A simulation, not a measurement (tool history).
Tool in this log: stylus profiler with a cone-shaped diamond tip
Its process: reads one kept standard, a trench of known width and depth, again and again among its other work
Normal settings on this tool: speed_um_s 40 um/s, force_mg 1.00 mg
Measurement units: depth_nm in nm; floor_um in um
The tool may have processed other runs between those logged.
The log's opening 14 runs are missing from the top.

run   hour  speed_um_s  force_mg  scans with this tip  hours of work since the height scale was calibrated  depth_nm  floor_um
 15  224.9          40      1.44                 3676                                                   17    500.87     47.01
 16  244.9          40      1.44                 3790                                                   28    501.33     47.01
 17  260.2          40      1.44                 3878                                                   37    501.23     46.99
 18  275.6          40      1.44                 3967                                                   45    501.28     47.04
 19  286.8          40      1.44                 4031                                                   52    501.09     46.98
 20  296.8          40      1.44                 4088                                                   57    501.22     46.98
 21  308.0          40      1.44                 4153                                                   64    501.25     46.98
     318.0  -- height scale calibrated on a step standard, once more
 22  327.0          83      1.70                 4258                                                    5    502.58     46.84
 23  349.3          84      0.47                 4386                                                   18    500.95     46.44
 24  368.1          12      1.05                 4494                                                   28    501.76     47.12
 25  387.0          48      0.73                 4603                                                   39    501.18     46.83
 26  399.3          48      0.73                 4673                                                   46    501.58     46.84
 27  419.0          60      2.21                 4786                                                   57    502.87     46.89
 28  441.5          17      2.21                 4915                                                   69    502.72     47.09
 29  460.9          17      2.21                 5027                                                   80    502.94     47.05
 30  476.6          17      2.21                 5117                                                   89    503.12     47.18
 31  496.8          17      2.21                 5232                                                  101    502.81     47.09
 32  511.5          17      0.36                 5317                                                  109    500.96     46.97
 33  535.0          11      1.06                 5452                                                  122    501.57     47.07
 34  557.0          11      1.06                 5578                                                  134    501.42     47.04

Predict the results of run 35:
 35  567.3          15      2.69                 5637                                                  140         ?         ?

Run 35 yielded depth_nm 503.16 nm, floor_um 47.07 um.
With the hidden condition absent and the run-to-run variation left alone, this run would have shown depth_nm 503.56 nm, floor_um 47.30 um.
